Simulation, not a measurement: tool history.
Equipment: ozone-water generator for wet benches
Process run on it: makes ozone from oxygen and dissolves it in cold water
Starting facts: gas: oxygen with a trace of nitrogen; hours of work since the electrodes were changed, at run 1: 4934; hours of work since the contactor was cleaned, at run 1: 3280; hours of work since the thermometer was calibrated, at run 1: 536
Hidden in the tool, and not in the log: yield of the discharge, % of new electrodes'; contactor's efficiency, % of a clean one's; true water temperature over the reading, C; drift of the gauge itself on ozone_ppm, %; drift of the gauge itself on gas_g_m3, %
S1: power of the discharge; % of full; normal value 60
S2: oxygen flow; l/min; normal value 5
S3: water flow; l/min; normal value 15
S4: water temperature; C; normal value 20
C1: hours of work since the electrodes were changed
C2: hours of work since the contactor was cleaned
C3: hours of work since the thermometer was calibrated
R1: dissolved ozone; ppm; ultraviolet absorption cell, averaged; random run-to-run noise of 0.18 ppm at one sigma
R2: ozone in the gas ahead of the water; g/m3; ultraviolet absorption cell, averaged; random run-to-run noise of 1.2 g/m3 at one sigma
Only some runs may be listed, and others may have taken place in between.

run 1 hour=0 | S1=60 S2=5 S3=15 S4=20 | C1=4934 C2=3280 C3=536 | R1=22.7 R2=195.3
run 2 hour=73.6 | S1=60 S2=5 S3=15 S4=20 | C1=5005 C2=3351 C3=608 | R1=22.4 R2=194.8
run 3 hour=163.3 | S1=81 S2=5 S3=15 S4=20 | C1=5092 C2=3439 C3=695 | R1=26.2 R2=226
run 4 hour=227.4 | S1=60 S2=5 S3=15 S4=20 | C1=5155 C2=3501 C3=757 | R1=22.8 R2=195.9
run 5 hour=290.9 | S1=60 S2=5 S3=15 S4=20 | C1=5216 C2=3562 C3=819 | R1=22.6 R2=195.6
run 6 hour=388.8 | S1=60 S2=5 S3=15 S4=20 | C1=5311 C2=3658 C3=914 | R1=22.4 R2=193.5
run 7 hour=443.9 | S1=60 S2=5 S3=15 S4=22 | C1=5365 C2=3711 C3=968 | R1=21.6 R2=195
run 8 hour=532.6 | S1=60 S2=5 S3=15 S4=20 | C1=5451 C2=3797 C3=1054 | R1=22 R2=194.7
run 9 hour=633.6 | S1=60 S2=5 S3=15 S4=20 | C1=5549 C2=3895 C3=1152 | R1=22 R2=195.4
run 10 hour=720.5 | S1=60 S2=5 S3=15 S4=20 | C1=5633 C2=3980 C3=1236 | R1=22.1 R2=193
run 11 hour=830.8 | S1=60 S2=5 S3=15 S4=20 | C1=5741 C2=4087 C3=1344 | R1=22.2 R2=195.5
run 12 hour=952.7 | S1=60 S2=5 S3=15 S4=22 | C1=5859 C2=4205 C3=1462 | R1=21.4 R2=194.8
run 13 hour=1050.5 | S1=60 S2=5 S3=15 S4=22 | C1=5954 C2=4300 C3=1557 | R1=21 R2=194.4
run 14 hour=1183.4 | S1=60 S2=5 S3=15 S4=22 | C1=6083 C2=4430 C3=1686 | R1=21 R2=191.5
run 15 hour=1280.1 | S1=60 S2=2.93 S3=15 S4=20 | C1=6177 C2=4523 C3=1780 | R1=22 R2=260.6
run 16 hour=1337.8 | S1=66 S2=2.93 S3=15 S4=20 | C1=6233 C2=4579 C3=1836 | R1=23 R2=272.2
run 17 hour=1430.9 | S1=66 S2=2.93 S3=15 S4=20 | C1=6324 C2=4670 C3=1926 | R1=22.8 R2=269.5
run 18 hour=1564.1 | S1=66 S2=8.98 S3=15 S4=15 | C1=6453 C2=4799 C3=2056 | R1=23.4 R2=145.7
run 19 hour=1637.6 | S1=69 S2=3.37 S3=21 S4=14 | C1=6524 C2=4871 C3=2127 | R1=17.9 R2=255.1
run 20 hour=1747.6 | S1=69 S2=3.37 S3=21 S4=14 | C1=6631 C2=4978 C3=2234 | R1=17.8 R2=254.7
run 21 hour=1823.1 | S1=60 S2=7.21 S3=15 S4=17 | C1=6705 C2=5051 C3=2308 | R1=22.2 R2=157.9
run 22 hour=1948 | S1=60 S2=7.21 S3=15 S4=17 | C1=6826 C2=5172 C3=2429 | R1=21.8 R2=156.3
run 23 hour=2021.3 | S1=71 S2=6.68 S3=12 S4=13 | C1=6897 C2=5243 C3=2500 | R1=30.2 R2=175.5
run 24 hour=2102.4 | S1=71 S2=6.68 S3=12 S4=13 | C1=6976 C2=5322 C3=2579 | R1=30.1 R2=174.1
run 25 hour=2216.7 | S1=58 S2=6.68 S3=12 S4=13 | C1=7087 C2=5433 C3=2690 | R1=27.1 R2=158.5
run 26 hour=2335.5 | S1=58 S2=7.63 S3=16 S4=24 | C1=7202 C2=5549 C3=2805 | R1=17.1 R2=147.9
run 27 hour=2457.4 | S1=43 S2=5 S3=15 S4=20 | C1=7321 C2=5667 C3=2924 | R1=18.5 R2=162.9
run 28 hour=2585.9 | S1=43 S2=5 S3=10 S4=14 | C1=7446 C2=5792 C3=3048 | R1=27.6 R2=163.5
run 29 hour=2717.7 | S1=70 S2=3.73 S3=10 S4=14 | C1=7574 C2=5920 C3=3177 | R1=35.3 R2=239
run 30 hour=2815.6 | S1=97 S2=3.75 S3=15 S4=20 | C1=7669 C2=6015 C3=3272 | R1=26.2 R2=273.4
run 31 hour=2904 | S1=58 S2=5 S3=15 S4=20 | C1=7755 C2=6101 C3=3357 | R1=20.6 R2=185.4
run 32 hour=3005.7 | S1=58 S2=5 S3=15 S4=20 | C1=7853 C2=6200 C3=3456 | R1=20.7 R2=183.4
run 33 hour=3064.6 | S1=44 S2=5 S3=15 S4=20 | C1=7911 C2=6257 C3=3513 | R1=18.1 R2=163.2

For some of the steps in R1 from one run to the next: how much would appear even if the tool had no hidden state, given the settings, what came in and random variation, and how much remains for the hidden state plus any gauge scatter that the measured result and the result without hidden state don't share?
Run 22 -> 23: S1 60 -> 71, S2 7.21 -> 6.68, S3 15 -> 12, S4 17 -> 13. R1 +8.4 ppm: hidden state -1.7, all else +10.1.
Run 25 -> 26: S2 6.68 -> 7.63, S3 12 -> 16, S4 13 -> 24. R1 -10 ppm: hidden state +1.6, all else -11.6.
Run 27 -> 28: S3 15 -> 10, S4 20 -> 14. R1 +9.1 ppm: hidden state -1.3, all else +10.4.
Run 28 -> 29: S1 43 -> 70, S2 5 -> 3.73. R1 +7.7 ppm: hidden state -2.6, all else +10.3.
Run 29 -> 30: S1 70 -> 97, S2 3.73 -> 3.75, S3 10 -> 15, S4 14 -> 20. R1 -9.1 ppm: hidden state +0.6, all else -9.7.
Run 30 -> 31: S1 97 -> 58, S2 3.75 -> 5. R1 -5.6 ppm: hidden state +2.1, all else -7.7.
